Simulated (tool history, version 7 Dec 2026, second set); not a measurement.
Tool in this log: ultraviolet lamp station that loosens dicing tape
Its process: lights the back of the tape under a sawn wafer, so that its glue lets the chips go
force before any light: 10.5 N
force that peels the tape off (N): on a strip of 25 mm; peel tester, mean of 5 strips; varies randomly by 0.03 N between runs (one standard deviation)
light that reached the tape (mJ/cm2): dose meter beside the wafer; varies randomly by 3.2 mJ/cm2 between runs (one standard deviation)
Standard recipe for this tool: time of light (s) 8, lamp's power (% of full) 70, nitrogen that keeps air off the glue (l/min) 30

| run | hour | time of light (s) | lamp's power (% of full) | nitrogen that keeps air off the glue (l/min) | force that peels the tape off (N) | light that reached the tape (mJ/cm2) |
|---|---|---|---|---|---|---|
| 1 | 0 | 8 | 70 | 30 | 1.482 | 501 |
| 2 | 22.6 | 8 | 70 | 30 | 1.497 | 500 |
| 3 | 44.2 | 10 | 70 | 30 | 0.95 | 628 |
| 4 | 67.1 | 10 | 70 | 30 | 0.919 | 622 |
| 5 | 80.9 | 10 | 70 | 30 | 0.973 | 629 |
| 6 | 104 | 5 | 70 | 30 | 3.039 | 316 |
| 7 | 118.3 | 5 | 70 | 30 | 2.923 | 314 |
| 8 | 134.1 | 8 | 70 | 46 | 1.219 | 505 |
| 9 | 145.4 | 8 | 70 | 46 | 1.277 | 496 |
| 10 | 162.1 | 8 | 70 | 46 | 1.275 | 498 |
| 11 | 179.7 | 8 | 70 | 46 | 1.23 | 498 |
| 12 | 201.7 | 8 | 70 | 30 | 1.47 | 502 |
| 13 | 223.9 | 8 | 70 | 30 | 1.499 | 503 |
| 14 | 235.5 | 8 | 70 | 30 | 1.452 | 498 |
| 15 | 254 | 8 | 70 | 30 | 1.46 | 498 |
| 16 | 265.5 | 8 | 70 | 12 | 2.2 | 503 |
| 17 | 282.1 | 8 | 70 | 12 | 2.229 | 501 |
| 18 | 292.5 | 8 | 70 | 30 | 1.516 | 501 |
| 19 | 307 | 8 | 70 | 30 | 1.489 | 506 |
| 20 | 322 | 8 | 92 | 30 | 0.863 | 661 |
| 21 | 344.8 | 8 | 92 | 30 | 0.843 | 658 |
| 22 | 359.7 | 8 | 92 | 30 | 0.859 | 660 |
|  | 366.6 | window cleaned of glue's vapour |
| 23 | 378.9 | 8 | 92 | 23 | 0.98 | 657 |
| 24 | 397.5 | 4 | 72 | 46 | 3.281 | 257 |
| 25 | 415.4 | 4 | 72 | 46 | 3.33 | 257 |
| 26 | 432.4 | 6 | 70 | 16 | 2.89 | 378 |
| 27 | 445.9 | 9 | 67 | 39 | 1.159 | 544 |

What will run 28 give?
| 28 | 455.4 | 5 | 73 | 14 | ? | ? |

Run 28 produced force that peels the tape off (N) 3.593, light that reached the tape (mJ/cm2) 322.
Minus the tool's unlogged condition, the same run would have read force that peels the tape off (N) 3.588, light that reached the tape (mJ/cm2) 322.
